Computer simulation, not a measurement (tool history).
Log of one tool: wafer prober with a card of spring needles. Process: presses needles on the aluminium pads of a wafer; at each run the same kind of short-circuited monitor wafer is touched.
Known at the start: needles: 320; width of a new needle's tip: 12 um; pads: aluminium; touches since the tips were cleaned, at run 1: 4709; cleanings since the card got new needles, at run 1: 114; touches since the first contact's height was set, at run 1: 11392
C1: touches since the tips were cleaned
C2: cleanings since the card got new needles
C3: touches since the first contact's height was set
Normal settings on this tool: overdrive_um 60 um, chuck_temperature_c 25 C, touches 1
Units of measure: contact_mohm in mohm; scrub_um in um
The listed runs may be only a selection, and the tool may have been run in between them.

Run 1, day 0.000: usual settings; C1 4709; C2 114; C3 11392. Result: contact_mohm 300 mohm, scrub_um 10.46 um.
At day 0.575: tips cleaned on abrasive film.
At day 1.779: tips cleaned on abrasive film.
At day 2.904: tips cleaned on abrasive film.
Run 2, day 2.904: usual settings; C1 0; C2 117; C3 36960. Result: contact_mohm 238 mohm, scrub_um 10.41 um.
At day 4.138: tips cleaned on abrasive film.
Run 3, day 4.142: usual settings; C1 50; C2 118; C3 47884. Result: contact_mohm 245 mohm, scrub_um 10.36 um.
At day 5.233: tips cleaned on abrasive film.
Run 4, day 6.171: usual settings; C1 8291; C2 119; C3 65808. Result: contact_mohm 327 mohm, scrub_um 10.34 um.
At day 6.350: tips cleaned on abrasive film.
At day 6.671: height of the first contact set anew.
At day 7.596: tips cleaned on abrasive film.
Run 5, day 7.829: usual settings; C1 2047; C2 121; C3 10215. Result: contact_mohm 273 mohm, scrub_um 10.25 um.
At day 8.679: tips cleaned on abrasive film.
At day 9.879: tips cleaned on abrasive film.
Run 6, day 10.662: usual settings; C1 6931; C2 123; C3 35192. Result: contact_mohm 330 mohm, scrub_um 10.19 um.
At day 10.917: tips cleaned on abrasive film.
At day 12.025: tips cleaned on abrasive film.
Run 7, day 12.800: usual settings; C1 6844; C2 125; C3 54038. Result: contact_mohm 327 mohm, scrub_um 10.14 um.
At day 13.104: tips cleaned on abrasive film.
At day 14.162: tips cleaned on abrasive film.
At day 14.679: height of the first contact set anew.
At day 15.288: tips cleaned on abrasive film.
Run 8, day 15.529: usual settings; C1 2135; C2 128; C3 7501. Result: contact_mohm 285 mohm, scrub_um 10.42 um.
At day 16.367: tips cleaned on abrasive film.
At day 17.508: tips cleaned on abrasive film.
Run 9, day 17.517: usual settings; C1 60; C2 130; C3 25009. Result: contact_mohm 248 mohm, scrub_um 10.41 um.
At day 18.725: tips cleaned on abrasive film.
At day 19.804: tips cleaned on abrasive film.
Run 10, day 20.238: usual settings but touches 3; C1 3838; C2 132; C3 48987. Result: contact_mohm 263 mohm, scrub_um 10.43 um.
At day 21.012: tips cleaned on abrasive film.
Run 11, day 21.629: usual settings; C1 5461; C2 133; C3 61273. Result: contact_mohm 316 mohm, scrub_um 10.38 um.
At day 22.133: tips cleaned on abrasive film.
At day 22.629: height of the first contact set anew.
At day 23.204: tips cleaned on abrasive film.
At day 24.225: tips cleaned on abrasive film.
At day 24.417: height of the first contact set anew, once more.
Run 12, day 24.417: usual settings; C1 1563; C2 136; C3 0. Result: contact_mohm 279 mohm, scrub_um 10.47 um.
At day 25.346: tips cleaned on abrasive film.
Run 13, day 26.254: usual settings; C1 8008; C2 137; C3 16216. Result: contact_mohm 337 mohm, scrub_um 10.43 um.
At day 26.433: tips cleaned on abrasive film.
At day 27.596: tips cleaned on abrasive film.
Run 14, day 27.950: usual settings; C1 3156; C2 139; C3 31169. Result: contact_mohm 300 mohm, scrub_um 10.39 um.
At day 28.829: tips cleaned on abrasive film.
At day 29.938: tips cleaned on abrasive film.
Run 15, day 30.021: usual settings but chuck_temperature_c 48 C; C1 732; C2 141; C3 49392. Result: contact_mohm 259 mohm, scrub_um 10.38 um.
At day 30.979: tips cleaned on abrasive film.
At day 32.092: tips cleaned on abrasive film.
At day 32.346: height of the first contact set anew.
Run 16, day 32.688: usual settings but chuck_temperature_c 48 C; C1 5159; C2 143; C3 3002. Result: contact_mohm 320 mohm, scrub_um 10.51 um.
At day 33.354: tips cleaned on abrasive film.
At day 34.429: tips cleaned on abrasive film.
At day 35.471: tips cleaned on abrasive film.
Run 17, day 35.471: usual settings but overdrive_um 59 um, chuck_temperature_c 71 C; C1 2; C2 146; C3 27523. Result: contact_mohm 253 mohm, scrub_um 10.22 um.
At day 36.633: tips cleaned on abrasive film.
At day 37.733: tips cleaned on abrasive film.
Run 18, day 37.733: usual settings but chuck_temperature_c 80 C; C1 0; C2 148; C3 47444. Result: contact_mohm 268 mohm, scrub_um 10.36 um.
At day 38.967: tips cleaned on abrasive film.
At day 40.067: tips cleaned on abrasive film.
At day 40.333: height of the first contact set anew.
Run 19, day 40.483: usual settings but overdrive_um 55 um, chuck_temperature_c 43 C; C1 3564; C2 150; C3 1338. Result: contact_mohm 315 mohm, scrub_um 9.57 um.
At day 41.129: tips cleaned on abrasive film.
At day 42.150: tips cleaned on abrasive film.
Run 20, day 42.842: usual settings but overdrive_um 64 um, chuck_temperature_c 66 C; C1 6108; C2 152; C3 22124. Result: contact_mohm 320 mohm, scrub_um 11.17 um.
At day 43.167: tips cleaned on abrasive film.
At day 44.375: tips cleaned on abrasive film.
Run 21, day 45.021: usual settings but overdrive_um 51 um, chuck_temperature_c 78 C; C1 5720; C2 154; C3 41334. Result: contact_mohm 367 mohm, scrub_um 8.84 um.
At day 45.404: tips cleaned on abrasive film.
At day 46.475: tips cleaned on abrasive film.
Run 22, day 47.475: usual settings but overdrive_um 44 um; C1 8853; C2 156; C3 62977. Result: contact_mohm 452 mohm, scrub_um 7.57 um.
At day 47.621: tips cleaned on abrasive film.
At day 48.446: height of the first contact set anew.
At day 48.650: tips cleaned on abrasive film.
At day 49.783: tips cleaned on abrasive film.
Run 23, day 50.275: usual settings but overdrive_um 44 um; C1 4358; C2 159; C3 16119. Result: contact_mohm 405 mohm, scrub_um 7.65 um.

Run 24, settings as shown, results not yet in. Your forecast:
At day 50.883: tips cleaned on abrasive film.
At day 52.092: tips cleaned on abrasive film.
At day 53.142: tips cleaned on abrasive film.
Run 24, day 53.183: usual settings but chuck_temperature_c 30 C, touches 2; C1 369; C2 162; C3 41725. Result: contact_mohm ?, scrub_um ?.

contact_mohm: 247 mohm
scrub_um: 10.38 um
Had the tool carried no hidden state, the very same run would have given contact_mohm 231 mohm, scrub_um 10.47 um.

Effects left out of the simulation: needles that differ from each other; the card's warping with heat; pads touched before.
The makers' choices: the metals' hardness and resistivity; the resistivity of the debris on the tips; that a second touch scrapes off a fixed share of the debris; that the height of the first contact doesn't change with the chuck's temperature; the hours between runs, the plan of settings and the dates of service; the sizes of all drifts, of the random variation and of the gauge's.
